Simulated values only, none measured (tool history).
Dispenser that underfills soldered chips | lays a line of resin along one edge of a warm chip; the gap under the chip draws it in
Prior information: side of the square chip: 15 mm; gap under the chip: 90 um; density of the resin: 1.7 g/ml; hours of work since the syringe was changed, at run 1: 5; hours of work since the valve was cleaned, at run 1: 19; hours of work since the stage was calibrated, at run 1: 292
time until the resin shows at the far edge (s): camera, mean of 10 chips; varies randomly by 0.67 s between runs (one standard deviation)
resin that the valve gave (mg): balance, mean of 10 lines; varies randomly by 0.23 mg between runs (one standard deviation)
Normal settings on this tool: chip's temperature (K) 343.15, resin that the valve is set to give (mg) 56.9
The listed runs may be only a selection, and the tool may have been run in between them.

| run | hour | chip's temperature (K) | resin that the valve is set to give (mg) | hours of work since the syringe was changed | hours of work since the valve was cleaned | hours of work since the stage was calibrated | time until the resin shows at the far edge (s) | resin that the valve gave (mg) |
|---|---|---|---|---|---|---|---|---|
| 1 | 0 | 343.15 | 56.9 | 5 | 19 | 292 | 68.7 | 56.21 |
|  | 3 | new syringe of resin |
| 2 | 6.6 | 343.15 | 56.9 | 3 | 24 | 297 | 63.1 | 56.22 |
|  | 11.7 | new syringe of resin |
| 3 | 11.7 | 342.15 | 56.9 | 0 | 28 | 300 | 56.4 | 56.11 |
|  | 20.9 | new syringe of resin |
| 4 | 22.4 | 343.15 | 65.2 | 1 | 36 | 308 | 57 | 63.99 |
|  | 29.9 | new syringe of resin |
| 5 | 30.2 | 343.15 | 65.2 | 0 | 42 | 314 | 54.1 | 63.39 |
| 6 | 34.8 | 343.15 | 56.9 | 4 | 45 | 318 | 66.4 | 54.94 |
|  | 39.2 | new syringe of resin |
| 7 | 40.8 | 343.15 | 56.9 | 1 | 50 | 322 | 57.2 | 55.18 |
|  | 48.2 | new syringe of resin |
| 8 | 50.6 | 343.15 | 56.9 | 2 | 57 | 330 | 59.8 | 54.75 |
|  | 57.1 | new syringe of resin |
| 9 | 60.6 | 343.15 | 56.9 | 3 | 64 | 337 | 61.4 | 54.87 |
|  | 66.1 | new syringe of resin |
| 10 | 68.9 | 343.15 | 56.9 | 2 | 71 | 343 | 60.5 | 54.42 |
|  | 74.9 | new syringe of resin |
| 11 | 76.7 | 343.15 | 56.9 | 1 | 76 | 349 | 60 | 54.14 |
|  | 83.6 | new syringe of resin |
| 12 | 86.8 | 343.15 | 62.9 | 2 | 84 | 357 | 61.1 | 59.88 |
|  | 92.6 | new syringe of resin |
| 13 | 93.5 | 343.15 | 62.9 | 1 | 89 | 361 | 54.2 | 59.71 |
|  | 101.4 | new syringe of resin |
| 14 | 101.4 | 343.15 | 62.9 | 0 | 95 | 367 | 53.2 | 59.25 |
| 15 | 107.4 | 340.15 | 56.9 | 5 | 99 | 372 | 79.1 | 53.7 |
|  | 110.6 | new syringe of resin |
| 16 | 116.6 | 340.15 | 56.9 | 5 | 106 | 379 | 79.9 | 53.18 |
|  | 119.7 | new syringe of resin |
| 17 | 122.6 | 340.15 | 56.9 | 2 | 111 | 383 | 70.1 | 52.98 |
|  | 128.4 | new syringe of resin |
| 18 | 130.4 | 348.15 | 59.2 | 2 | 116 | 389 | 45.1 | 54.92 |
|  | 137.2 | new syringe of resin |
| 19 | 137.9 | 348.15 | 59.2 | 1 | 122 | 395 | 42.2 | 54.89 |
|  | 145.1 | dispensing valve cleaned and set on the balance |
| 20 | 146.6 | 333.15 | 59.2 | 6 | 1 | 400 | 120.2 | 59.82 |
|  | 147.8 | new syringe of resin |
| 21 | 151.6 | 332.15 | 55.6 | 3 | 5 | 404 | 107.9 | 55.27 |
|  | 157 | new syringe of resin |
| 22 | 160.7 | 332.15 | 55.6 | 3 | 12 | 411 | 105.5 | 55.1 |
|  | 166 | new syringe of resin |
| 23 | 167.9 | 337.15 | 56.9 | 1 | 17 | 416 | 74.2 | 56.31 |
| 24 | 173.1 | 349.15 | 66.5 | 5 | 21 | 420 | 50.2 | 65.85 |
|  | 175 | new syringe of resin |
|  | 183.9 | new syringe of resin |
| 25 | 183.9 | 331.15 | 49.2 | 0 | 29 | 428 | 98.2 | 48.25 |
|  | 192.8 | new syringe of resin |
| 26 | 193.9 | 331.15 | 49.2 | 1 | 36 | 436 | 99.9 | 48.14 |
| 27 | 200.8 | 331.15 | 49.2 | 6 | 42 | 441 | 133.9 | 47.98 |
|  | 202 | new syringe of resin |
| 28 | 208.1 | 344.15 | 71.1 | 5 | 47 | 446 | 62.4 | 69.07 |
|  | 211 | new syringe of resin |
| 29 | 215.8 | 344.15 | 71.1 | 4 | 53 | 452 | 58.7 | 68.78 |
|  | 220 | new syringe of resin |
| 30 | 220.6 | 357.15 | 51.1 | 0 | 56 | 455 | 27 | 49.01 |
| 31 | 225.9 | 357.15 | 51.1 | 5 | 60 | 460 | 34.3 | 49.31 |
|  | 229.3 | new syringe of resin |
| 32 | 235.4 | 355.15 | 67.3 | 5 | 67 | 467 | 38.1 | 64.47 |
|  | 238.2 | new syringe of resin |
| 33 | 241.4 | 358.15 | 58.4 | 2 | 72 | 471 | 28.9 | 55.63 |
|  | 247.5 | new syringe of resin |
| 34 | 248.8 | 333.15 | 64.5 | 1 | 77 | 476 | 85.7 | 61.4 |

Branching from run 34: 5 alternative next runs. What would each branch give?
| A | 253.6 | 338.15 | 56.9 | 5 | 81 | 480 | ? | ? |
| B | 253.6 | 339.15 | 56.9 | 5 | 81 | 480 | ? | ? |
| C | 253.6 | 343.15 | 53.7 | 5 | 81 | 480 | ? | ? |
| D | 253.6 | 356.15 | 60.2 | 5 | 81 | 480 | ? | ? |
| E | 253.6 | 334.15 | 58 | 5 | 81 | 480 | ? | ? |

| run | time until the resin shows at the far edge (s) | resin that the valve gave (mg) |
|---|---|---|
| A | 84.7 | 54.06 |
| B | 78.9 | 54.14 |
| C | 66.4 | 51.25 |
| D | 36 | 57.05 |
| E | 100.5 | 55.32 |
Without the tool's hidden state the same runs would have given:
| run | time until the resin shows at the far edge (s) | resin that the valve gave (mg) |
|---|---|---|
| A | 77.2 | 57.01 |
| B | 71.7 | 57.1 |
| C | 60.1 | 54.05 |
| D | 32.3 | 60.16 |
| E | 91.9 | 58.34 |
